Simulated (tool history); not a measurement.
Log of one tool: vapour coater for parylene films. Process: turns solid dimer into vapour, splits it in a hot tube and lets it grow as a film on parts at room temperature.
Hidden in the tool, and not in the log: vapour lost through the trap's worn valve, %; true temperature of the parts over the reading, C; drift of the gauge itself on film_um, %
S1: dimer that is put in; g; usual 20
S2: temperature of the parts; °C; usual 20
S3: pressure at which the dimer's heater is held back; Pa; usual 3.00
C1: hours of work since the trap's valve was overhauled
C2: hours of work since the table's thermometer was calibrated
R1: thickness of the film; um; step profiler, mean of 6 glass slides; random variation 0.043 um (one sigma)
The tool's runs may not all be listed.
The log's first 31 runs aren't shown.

| run | hour | S1 | S2 | S3 | C1 | C2 | R1 |
|---|---|---|---|---|---|---|---|
| 32 | 462.4 | 20 | 21 | 10.21 | 268 | 384 | 3.28 |
| 33 | 481.0 | 12 | 13 | 2.12 | 283 | 399 | 3.20 |
| 34 | 493.3 | 8 | 20 | 2.08 | 293 | 409 | 1.88 |
| 35 | 504.1 | 8 | 20 | 2.08 | 302 | 418 | 1.89 |
| 36 | 515.0 | 9 | 26 | 7.24 | 311 | 426 | 1.44 |
| 37 | 535.3 | 20 | 25 | 2.68 | 327 | 443 | 4.00 |
| 38 | 551.5 | 20 | 25 | 2.68 | 340 | 456 | 4.00 |
| 39 | 571.6 | 13 | 25 | 2.68 | 356 | 472 | 2.57 |
| 40 | 593.8 | 13 | 25 | 2.68 | 374 | 490 | 2.53 |
| 41 | 613.0 | 26 | 17 | 11.70 | 389 | 505 | 4.25 |
| 42 | 629.2 | 32 | 18 | 9.87 | 402 | 518 | 5.36 |
| 43 | 649.8 | 32 | 18 | 9.87 | 419 | 535 | 5.25 |
| 44 | 666.0 | 34 | 16 | 4.29 | 432 | 548 | 7.02 |
| 45 | 679.2 | 34 | 16 | 4.29 | 442 | 558 | 7.10 |
| 46 | 699.3 | 15 | 20 | 3.52 | 459 | 574 | 3.00 |
| 47 | 710.1 | 15 | 20 | 3.52 | 467 | 583 | 2.97 |
|  | 721.8 | trap's valve overhauled |
| 48 | 734.7 | 15 | 21 | 3.52 | 10 | 600 | 3.33 |

Forecast each of these 3 alternatives for the next run:
| A | 749.7 | 30 | 21 | 10.69 | 22 | 612 | ? |
| B | 749.7 | 9 | 23 | 3.00 | 22 | 612 | ? |
| C | 749.7 | 8 | 21 | 2.31 | 22 | 612 | ? |

| run | R1 |
|---|---|
| A | 5.12 |
| B | 1.96 |
| C | 1.93 |
Without the tool's hidden state the same runs would have given:
| run | R1 |
|---|---|
| A | 5.18 |
| B | 1.98 |
| C | 1.95 |
